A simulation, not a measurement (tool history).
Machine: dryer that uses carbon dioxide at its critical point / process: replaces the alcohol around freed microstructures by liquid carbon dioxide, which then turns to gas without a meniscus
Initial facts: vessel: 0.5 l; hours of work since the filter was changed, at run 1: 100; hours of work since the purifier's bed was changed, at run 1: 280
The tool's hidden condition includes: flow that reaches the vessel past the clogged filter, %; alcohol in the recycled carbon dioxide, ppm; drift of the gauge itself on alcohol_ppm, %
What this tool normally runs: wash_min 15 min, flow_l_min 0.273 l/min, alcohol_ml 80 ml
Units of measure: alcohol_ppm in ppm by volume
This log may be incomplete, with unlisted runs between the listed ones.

| run | hour | wash_min | flow_l_min | alcohol_ml | hours of work since the filter was changed | hours of work since the purifier's bed was changed | alcohol_ppm |
|---|---|---|---|---|---|---|---|
| 1 | 0.0 | 15 | 0.273 | 80 | 100 | 280 | 207 |
| 2 | 21.1 | 17 | 0.273 | 80 | 113 | 294 | 114 |
| 3 | 42.0 | 17 | 0.268 | 80 | 127 | 308 | 117 |
| 4 | 57.9 | 17 | 0.268 | 80 | 138 | 319 | 122 |
| 5 | 75.5 | 15 | 0.265 | 80 | 149 | 330 | 275 |
| 6 | 97.4 | 15 | 0.265 | 80 | 164 | 345 | 286 |
| 7 | 115.5 | 15 | 0.265 | 80 | 176 | 357 | 287 |
| 8 | 136.1 | 15 | 0.265 | 80 | 189 | 370 | 287 |
| 9 | 146.7 | 15 | 0.265 | 80 | 196 | 377 | 306 |
| 10 | 172.6 | 9 | 0.294 | 51 | 213 | 394 | 1467 |
| 11 | 192.1 | 9 | 0.294 | 51 | 226 | 407 | 1480 |
| 12 | 215.4 | 14 | 0.277 | 97 | 242 | 422 | 452 |
| 13 | 238.4 | 23 | 0.266 | 57 | 257 | 438 | 56 |
| 14 | 260.2 | 15 | 0.252 | 100 | 271 | 452 | 548 |
| 15 | 280.9 | 14 | 0.434 | 80 | 285 | 466 | 50 |
| 16 | 296.9 | 16 | 0.405 | 80 | 295 | 476 | 62 |
| 17 | 311.9 | 10 | 0.283 | 64 | 305 | 486 | 1601 |
| 18 | 325.8 | 10 | 0.168 | 105 | 314 | 495 | 16175 |

Forecast each of these 4 alternatives for the next run:
| A | 343.9 | 15 | 0.273 | 76 | 326 | 507 | ? |
| B | 343.9 | 14 | 0.168 | 83 | 326 | 507 | ? |
| C | 343.9 | 16 | 0.359 | 30 | 326 | 507 | ? |
| D | 343.9 | 10 | 0.361 | 116 | 326 | 507 | ? |

| run | alcohol_ppm |
|---|---|
| A | 307 |
| B | 4843 |
| C | 58 |
| D | 826 |
Had the tool no hidden state, the same runs would have come out as:
| run | alcohol_ppm |
|---|---|
| A | 129 |
| B | 3260 |
| C | 5 |
| D | 422 |
